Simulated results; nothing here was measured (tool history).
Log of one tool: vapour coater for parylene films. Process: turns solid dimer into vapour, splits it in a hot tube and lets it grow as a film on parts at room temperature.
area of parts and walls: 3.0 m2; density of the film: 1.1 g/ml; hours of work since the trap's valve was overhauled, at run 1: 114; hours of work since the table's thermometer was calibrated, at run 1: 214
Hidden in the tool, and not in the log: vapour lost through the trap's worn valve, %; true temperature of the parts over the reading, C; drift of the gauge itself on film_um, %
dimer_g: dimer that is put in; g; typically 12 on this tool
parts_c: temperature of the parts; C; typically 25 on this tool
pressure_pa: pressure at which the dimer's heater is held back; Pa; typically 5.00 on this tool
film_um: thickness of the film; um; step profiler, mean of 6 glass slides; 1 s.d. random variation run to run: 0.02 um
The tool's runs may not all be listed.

| run | hour | dimer_g | parts_c | pressure_pa | hours of work since the trap's valve was overhauled | hours of work since the table's thermometer was calibrated | film_um |
|---|---|---|---|---|---|---|---|
| 1 | 0.0 | 12 | 25 | 5.00 | 114 | 214 | 2.51 |
| 2 | 15.4 | 12 | 25 | 5.00 | 125 | 225 | 2.48 |
| 3 | 23.6 | 12 | 20 | 5.00 | 131 | 231 | 3.03 |
| 4 | 30.1 | 12 | 20 | 5.00 | 135 | 235 | 3.08 |
| 5 | 44.7 | 12 | 20 | 5.00 | 145 | 246 | 3.04 |
| 6 | 56.3 | 12 | 20 | 5.00 | 153 | 254 | 3.06 |
| 7 | 64.8 | 12 | 20 | 5.00 | 159 | 260 | 3.01 |
| 8 | 72.5 | 12 | 25 | 11.31 | 165 | 265 | 2.06 |
| 9 | 79.5 | 13 | 34 | 11.31 | 170 | 270 | 1.55 |
| 10 | 88.6 | 7 | 23 | 9.52 | 176 | 276 | 1.34 |
| 11 | 103.8 | 12 | 25 | 11.32 | 187 | 287 | 2.05 |
| 12 | 111.2 | 9 | 25 | 8.01 | 192 | 292 | 1.61 |
| 13 | 120.5 | 11 | 25 | 2.49 | 198 | 299 | 2.57 |
| 14 | 134.4 | 7 | 25 | 2.89 | 208 | 308 | 1.57 |
| 15 | 142.1 | 9 | 34 | 2.16 | 213 | 314 | 1.47 |
| 16 | 149.1 | 12 | 31 | 7.96 | 218 | 319 | 1.71 |

Table of differences, measured result less the result of that run with no hidden state. Run-to-run variation is the same in both. Gauge scatter possibly is not:
| run | film_um |
|---|---|
| 1 | -0.03 |
| 2 | -0.04 |
| 3 | -0.04 |
| 4 | -0.05 |
| 5 | -0.06 |
| 6 | -0.06 |
| 7 | -0.07 |
| 8 | -0.04 |
| 9 | -0.04 |
| 10 | -0.03 |
| 11 | -0.06 |
| 12 | -0.05 |
| 13 | -0.08 |
| 14 | -0.05 |
| 15 | -0.05 |
| 16 | -0.05 |
